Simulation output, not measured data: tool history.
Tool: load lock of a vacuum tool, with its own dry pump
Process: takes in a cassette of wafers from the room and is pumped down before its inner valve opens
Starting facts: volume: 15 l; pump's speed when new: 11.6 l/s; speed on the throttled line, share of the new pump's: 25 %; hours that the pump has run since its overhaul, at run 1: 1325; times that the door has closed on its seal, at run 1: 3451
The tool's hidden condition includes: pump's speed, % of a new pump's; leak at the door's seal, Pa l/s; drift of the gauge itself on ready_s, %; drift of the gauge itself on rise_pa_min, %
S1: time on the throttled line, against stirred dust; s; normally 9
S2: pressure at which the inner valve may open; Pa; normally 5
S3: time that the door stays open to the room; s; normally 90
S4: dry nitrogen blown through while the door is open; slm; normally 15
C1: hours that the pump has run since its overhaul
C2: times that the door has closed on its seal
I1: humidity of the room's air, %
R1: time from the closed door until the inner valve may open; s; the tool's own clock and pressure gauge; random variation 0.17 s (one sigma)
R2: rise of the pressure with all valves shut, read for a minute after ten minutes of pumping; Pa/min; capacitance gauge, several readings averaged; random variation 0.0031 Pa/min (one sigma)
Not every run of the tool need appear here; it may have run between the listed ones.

run,hour,S1,S2,S3,S4,C1,C2,I1,R1,R2
1,0,9,5,90,15,1325,3451,48.5,20.1,0.083
2,123,9,5,90,15,1448,3660,45.8,19.9,0.081
3,225.7,9,5,90,15,1550,3834,46.5,20,0.081
4,354.6,9,5,90,15,1679,4053,48.3,19.8,0.081
5,479.8,9,5,90,4,1804,4266,43.5,20.1,0.114
6,573.5,9,5,90,4,1898,4425,43.3,20.3,0.121
7,693.8,9,5,90,15,2018,4629,49,19.8,0.078
8,770.1,9,5,90,15,2095,4759,44.4,20.1,0.08
9,889.7,9,5,90,15,2214,4962,42.8,19.8,0.079
10,971.2,9,5,90,15,2296,5100,46.4,20.3,0.082
11,1071.9,9,5,90,15,2396,5271,48.8,19.9,0.084
12,1134.4,9,5,90,15,2459,5378,43,20.1,0.081
13,1192.2,9,5,90,15,2517,5476,44.2,20.1,0.078
14,1303.7,9,5,90,15,2628,5665,44.3,20.2,0.075
15,1358.2,9,5,90,15,2683,5758,47.8,20,0.077
16,1467.7,9,5,90,15,2792,5944,45.8,20.1,0.084
17,1580.9,9,5,90,15,2905,6136,49,20.2,0.088
18,1675.5,9,5,90,15,3000,6297,42.2,20.1,0.075
19,1770.4,9,5,90,15,3095,6458,44.9,20.2,0.073
20,1865.3,9,5,90,15,3190,6619,42.9,20.1,0.076
21,1923.5,9,7,60,15,3248,6718,44.7,19.7,0.068
22,1995,9,7,60,15,3320,6840,46.4,19.9,0.074
23,2124.8,8,6,104,6,3449,7060,45.7,19.1,0.122
24,2228.3,8,6,104,6,3553,7236,43.6,19.1,0.117
25,2345.7,6,6,69,9,3670,7435,44.4,17.9,0.086
26,2458.3,6,6,69,9,3783,7627,42,17.7,0.087
27,2545.1,7,9,90,13,3870,7774,47.5,17.9,0.093
28,2671.9,7,9,90,13,3996,7990,46.1,18.1,0.083
29,2758,4,8,67,27,4083,8136,46.9,16,0.058
30,2851.5,4,8,104,39,4176,8295,46.2,16,0.059
31,2952,5,4,134,31,4277,8466,44.1,17.7,0.066
32,3013.2,9,5,90,15,4338,8570,41.4,20.1,0.085
33,3105.3,9,5,90,23,4430,8726,48.4,20.6,0.069
34,3176.5,18,8,90,16,4501,8847,47,26.2,0.081
35,3283.1,9,6,42,15,4608,9028,41.6,20.3,0.055
36,3346.3,9,5,72,15,4671,9135,44.1,20.5,0.074
37,3411.2,9,5,72,15,4736,9246,44.6,20.5,0.075

Below are 3 alternative next runs, each starting from the tool's condition after run 37. Predict each:
A,3488.5,5,5,35,15,4813,9377,43.6,?,?
B,3488.5,16,5,72,32,4813,9377,47.8,?,?
C,3488.5,8,5,72,25,4813,9377,44.5,?,?

run,R1,R2
A,17.5,0.059
B,25.7,0.059
C,19.4,0.058
Had the tool no hidden state, the same runs would have come out as:
run,R1,R2
A,16.7,0.051
B,25.1,0.051
C,18.7,0.05
